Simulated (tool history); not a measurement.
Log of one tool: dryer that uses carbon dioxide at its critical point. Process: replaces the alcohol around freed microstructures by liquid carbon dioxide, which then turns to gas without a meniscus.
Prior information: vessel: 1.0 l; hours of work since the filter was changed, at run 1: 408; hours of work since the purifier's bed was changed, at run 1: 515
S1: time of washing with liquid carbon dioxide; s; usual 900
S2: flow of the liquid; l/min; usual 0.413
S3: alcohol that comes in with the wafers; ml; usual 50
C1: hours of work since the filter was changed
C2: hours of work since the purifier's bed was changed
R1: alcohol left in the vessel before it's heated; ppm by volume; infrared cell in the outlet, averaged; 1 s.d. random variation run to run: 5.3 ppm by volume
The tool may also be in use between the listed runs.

{"run": 1, "day": 0.0, "S1": 900, "S2": 0.413, "S3": 50, "C1": 408, "C2": 515, "R1": 369}
{"run": 2, "day": 1.229, "S1": 900, "S2": 0.413, "S3": 50, "C1": 423, "C2": 530, "R1": 380}
{"run": 3, "day": 2.475, "S1": 780, "S2": 0.413, "S3": 50, "C1": 438, "C2": 545, "R1": 686}
{"run": 4, "day": 3.483, "S1": 900, "S2": 0.413, "S3": 50, "C1": 450, "C2": 557, "R1": 409}
{"run": 5, "day": 5.162, "S1": 900, "S2": 0.413, "S3": 50, "C1": 470, "C2": 577, "R1": 427}
{"day": 6.188, "done": "inlet filter changed"}
{"run": 6, "day": 6.912, "S1": 780, "S2": 0.615, "S3": 43, "C1": 9, "C2": 598, "R1": 120}
{"run": 7, "day": 7.788, "S1": 900, "S2": 0.296, "S3": 80, "C1": 19, "C2": 608, "R1": 1252}
{"run": 8, "day": 9.512, "S1": 900, "S2": 0.296, "S3": 80, "C1": 40, "C2": 629, "R1": 1283}
{"run": 9, "day": 11.175, "S1": 1080, "S2": 0.296, "S3": 43, "C1": 60, "C2": 649, "R1": 394}
{"run": 10, "day": 13.117, "S1": 540, "S2": 0.413, "S3": 50, "C1": 83, "C2": 673, "R1": 1517}

Branching from run 10: 5 alternative next runs. What would each branch give?
{"run": "A", "day": 14.529, "S1": 900, "S2": 0.5, "S3": 50, "C1": 100, "C2": 690, "R1": "?"}
{"run": "B", "day": 14.529, "S1": 600, "S2": 0.312, "S3": 25, "C1": 100, "C2": 690, "R1": "?"}
{"run": "C", "day": 14.529, "S1": 540, "S2": 0.634, "S3": 81, "C1": 100, "C2": 690, "R1": "?"}
{"run": "D", "day": 14.529, "S1": 900, "S2": 0.301, "S3": 24, "C1": 100, "C2": 690, "R1": "?"}
{"run": "E", "day": 14.529, "S1": 600, "S2": 0.37, "S3": 81, "C1": 100, "C2": 690, "R1": "?"}

run=A R1=158
run=B R1=1484
run=C R1=422
run=D R1=488
run=E R1=2602
With no hidden state in the tool, these same runs would have given:
run=A R1=33
run=B R1=1200
run=C R1=239
run=D R1=307
run=E R1=2124
